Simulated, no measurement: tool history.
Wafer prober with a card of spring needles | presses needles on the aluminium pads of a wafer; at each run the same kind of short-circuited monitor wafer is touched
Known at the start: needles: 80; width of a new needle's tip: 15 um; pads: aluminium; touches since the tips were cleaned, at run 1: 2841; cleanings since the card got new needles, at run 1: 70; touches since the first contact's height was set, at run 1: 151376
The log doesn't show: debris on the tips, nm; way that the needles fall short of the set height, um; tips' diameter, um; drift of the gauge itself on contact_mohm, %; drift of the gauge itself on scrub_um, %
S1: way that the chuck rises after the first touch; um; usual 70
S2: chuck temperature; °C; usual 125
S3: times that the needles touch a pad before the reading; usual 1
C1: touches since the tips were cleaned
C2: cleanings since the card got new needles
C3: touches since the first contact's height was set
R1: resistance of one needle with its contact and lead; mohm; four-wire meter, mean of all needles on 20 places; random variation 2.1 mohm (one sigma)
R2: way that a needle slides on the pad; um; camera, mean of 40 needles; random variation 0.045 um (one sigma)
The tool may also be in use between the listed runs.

run,hour,S1,S2,S3,C1,C2,C3,R1,R2
1,0,70,125,1,2841,70,151376,343,14.07
# hour 3: height of the first contact set anew
# hour 11.4: tips cleaned on abrasive film
# hour 26.8: tips cleaned on abrasive film
2,41.2,70,125,2,7865,72,20799,331,14.4
# hour 44.2: tips cleaned on abrasive film
# hour 60.7: tips cleaned on abrasive film
3,61.8,70,125,2,595,74,31966,259,14.16
# hour 76.9: tips cleaned on abrasive film
# hour 93.6: tips cleaned on abrasive film
4,95.9,70,125,2,1241,76,50543,262,14.2
# hour 109: tips cleaned on abrasive film
# hour 126.3: tips cleaned on abrasive film
5,133.8,70,125,2,4075,78,71178,301,14.17
# hour 143.3: tips cleaned on abrasive film
# hour 159.4: tips cleaned on abrasive film
# hour 174.8: tips cleaned on abrasive film
6,174.8,70,125,2,0,81,93461,237,14.07

Forecast run 7:
# hour 190.2: tips cleaned on abrasive film
7,201.9,81,60,1,6406,82,108227,?,?

{"run 7": {"R1": 357, "R2": 16.36}}
Without the tool's hidden state the same run would have given R1 213 mohm, R2 16.63 um.

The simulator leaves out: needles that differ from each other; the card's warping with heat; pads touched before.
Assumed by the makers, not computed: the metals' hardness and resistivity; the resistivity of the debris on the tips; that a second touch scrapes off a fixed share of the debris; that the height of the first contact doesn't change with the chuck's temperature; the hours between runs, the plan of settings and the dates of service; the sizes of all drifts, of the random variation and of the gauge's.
